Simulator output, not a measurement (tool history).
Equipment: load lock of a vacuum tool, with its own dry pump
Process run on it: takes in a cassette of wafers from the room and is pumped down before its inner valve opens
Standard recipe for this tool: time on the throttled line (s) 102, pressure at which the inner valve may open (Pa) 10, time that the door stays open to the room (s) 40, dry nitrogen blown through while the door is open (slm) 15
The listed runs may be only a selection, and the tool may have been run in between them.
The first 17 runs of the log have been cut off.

run    hour  time on the throttled line (s)  pressure at which the inner valve may open (Pa)  time that the door stays open to the room (s)  dry nitrogen blown through while the door is open (slm)  incoming humidity of the room's air, %  time from the closed door until the inner valve may open (s)  rise of the pressure with all valves shut (Pa/min)
 18  1193.2                              89                                               10                                             40                                                       16                                    46.9                                                         197.7                                               0.159
 19  1266.0                              86                                               11                                             40                                                        9                                    47.5                                                         195.8                                               0.166
 20  1349.5                              86                                               11                                             40                                                        9                                    41.2                                                         195.2                                               0.162
 21  1403.2                              86                                               11                                             40                                                        9                                    45.6                                                         194.5                                               0.178
 22  1446.7                             147                                               10                                             40                                                       15                                    47.9                                                         244.3                                               0.175
 23  1531.1                              62                                               18                                            168                                                       14                                    43.7                                                         168.9                                               0.197
 24  1627.4                              54                                               13                                             33                                                       33                                    45.1                                                         168.0                                               0.169
 25  1697.1                              57                                               10                                             92                                                       12                                    42.4                                                         175.5                                               0.188
 26  1741.1                             102                                               17                                            111                                                        6                                    41.4                                                         202.0                                               0.206
 27  1814.2                             102                                               17                                            111                                                        6                                    47.8                                                         200.5                                               0.205
 28  1917.5                              96                                               10                                            111                                                        6                                    44.5                                                         206.7                                               0.213
 29  1969.5                             159                                                8                                            176                                                       14                                    45.1                                                         260.6                                               0.222
 30  2016.6                             102                                                9                                             83                                                       15                                    47.6                                                         211.5                                               0.193

Alternative continuations, all from the tool just after run 30; predict every row:
  A  2078.1                             102                                               19                                             93                                                       15                                    45.2                                                             ?                                                   ?
  B  2078.1                             102                                                9                                             83                                                       41                                    44.5                                                             ?                                                   ?
  C  2078.1                              52                                               10                                             50                                                       15                                    43.9                                                             ?                                                   ?
  D  2078.1                             178                                                9                                             43                                                       15                                    46.7                                                             ?                                                   ?

run  time from the closed door until the inner valve may open (s)  rise of the pressure with all valves shut (Pa/min)
  A                                                         201.3                                               0.199
  B                                                         211.9                                               0.184
  C                                                         172.5                                               0.189
  D                                                         270.9                                               0.186
Without the tool's hidden state the same runs would have given:
run  time from the closed door until the inner valve may open (s)  rise of the pressure with all valves shut (Pa/min)
  A                                                         197.6                                               0.028
  B                                                         207.5                                               0.015
  C                                                         168.1                                               0.019
  D                                                         267.2                                               0.016
